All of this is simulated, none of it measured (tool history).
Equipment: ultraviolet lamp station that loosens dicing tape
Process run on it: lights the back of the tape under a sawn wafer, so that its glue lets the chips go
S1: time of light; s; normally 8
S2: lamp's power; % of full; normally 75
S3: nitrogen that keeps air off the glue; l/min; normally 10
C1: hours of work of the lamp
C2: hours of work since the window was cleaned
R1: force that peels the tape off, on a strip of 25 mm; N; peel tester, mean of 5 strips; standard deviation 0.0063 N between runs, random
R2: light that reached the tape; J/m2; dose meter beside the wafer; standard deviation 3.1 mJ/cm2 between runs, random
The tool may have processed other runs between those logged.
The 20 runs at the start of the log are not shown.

run,day,S1,S2,S3,C1,C2,R1,R2
# day 17.592: window cleaned of glue's vapour
21,18.204,7,63,5,522,8,0.879,2470
22,19.025,4,64,10,533,19,1.496,1470
23,20.233,4,64,10,549,35,1.564,1400
# day 20.367: window cleaned of glue's vapour, once more
24,21.225,4,64,10,562,11,1.218,1660
25,22.154,4,64,10,574,24,1.209,1620
26,23.183,8,69,10,588,37,0.310,3460
27,24.017,8,68,10,599,48,0.340,3410
28,25.221,6,97,15,615,64,0.258,3610
29,26.375,9,76,15,630,80,0.198,4160
30,27.254,9,94,12,642,91,0.172,5110
31,28.433,9,94,12,658,107,0.160,5040
32,29.433,8,75,8,671,120,0.324,3570
33,30.271,6,75,19,682,131,0.419,2640
34,31.088,8,70,10,693,142,0.354,3270
35,32.433,6,92,15,710,160,0.312,3200

What if the next run were any one of these 4? Each begins from the tool's condition after run 35:
A,33.108,5,92,9,719,169,?,?
B,33.108,6,87,8,719,169,?,?
C,33.108,6,80,10,719,169,?,?
D,33.108,8,82,13,719,169,?,?

run,R1,R2
A,0.572,2630
B,0.474,3000
C,0.512,2780
D,0.239,3750
The same runs, with their run-to-run variation unchanged, on a tool lacking any hidden condition would have given:
run,R1,R2
A,0.308,3590
B,0.256,4090
C,0.279,3790
D,0.155,5110

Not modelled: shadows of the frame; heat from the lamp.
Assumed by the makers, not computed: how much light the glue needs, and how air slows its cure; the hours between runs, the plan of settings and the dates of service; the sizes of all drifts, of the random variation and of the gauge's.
